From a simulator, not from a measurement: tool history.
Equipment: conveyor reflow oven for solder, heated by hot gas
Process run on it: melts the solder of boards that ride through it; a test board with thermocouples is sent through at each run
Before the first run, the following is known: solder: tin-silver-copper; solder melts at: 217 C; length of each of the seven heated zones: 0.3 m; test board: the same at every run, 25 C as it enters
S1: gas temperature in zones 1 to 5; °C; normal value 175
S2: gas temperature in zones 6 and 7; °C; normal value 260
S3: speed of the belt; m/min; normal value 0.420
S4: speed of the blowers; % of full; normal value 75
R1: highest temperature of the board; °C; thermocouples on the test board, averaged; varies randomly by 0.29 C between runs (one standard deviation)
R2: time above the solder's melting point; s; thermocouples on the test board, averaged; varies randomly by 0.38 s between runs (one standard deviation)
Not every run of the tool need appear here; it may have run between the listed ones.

run,hour,S1,S2,S3,S4,R1,R2
1,0.0,175,260,0.420,75,247.2,60.8
2,21.7,175,260,0.420,75,247.2,60.7
3,45.6,175,260,0.420,75,246.6,61.3
4,69.3,175,260,0.420,75,247.0,60.7
5,89.2,175,260,0.420,75,247.2,60.3
6,103.8,175,260,0.420,75,246.7,60.0
7,125.0,176,260,0.420,75,247.1,60.5
8,138.0,175,260,0.420,75,246.8,60.3
9,154.0,175,260,0.420,75,246.7,59.8
10,167.5,175,260,0.420,75,246.5,60.2
11,188.2,175,260,0.420,75,246.5,60.3
12,208.1,175,260,0.420,75,246.9,59.8
13,228.8,175,260,0.420,75,246.2,60.2
14,242.4,175,260,0.465,75,243.2,49.5
15,258.7,175,260,0.465,75,243.0,49.7
16,281.2,175,260,0.426,75,246.1,57.8
17,297.7,175,260,0.426,75,245.7,57.2
18,310.6,175,260,0.426,75,245.4,58.0
19,329.4,164,266,0.362,52,247.0,64.8
20,349.4,186,251,0.443,75,238.5,52.2
# hour 360.8: flux residue cleaned out of gas plates and filters
21,382.8,186,251,0.443,75,240.6,56.8
22,408.4,175,269,0.420,52,248.9,60.5
23,423.9,175,269,0.455,52,245.7,51.7
24,451.1,175,269,0.455,52,245.3,51.0
25,469.3,161,271,0.411,72,255.3,63.9

Predict each of these 4 candidate next runs independently; none follows another, all start after run 25:
A,492.5,176,271,0.457,69,?,?
B,492.5,175,260,0.460,75,?,?
C,492.5,161,265,0.411,72,?,?
D,492.5,161,271,0.374,62,?,?

run,R1,R2
A,253.0,59.9
B,245.5,52.4
C,249.6,59.1
D,255.0,69.5
Without the tool's unlogged condition, the same runs would have read:
run,R1,R2
A,252.9,59.8
B,245.4,52.4
C,249.5,59.0
D,254.8,69.1
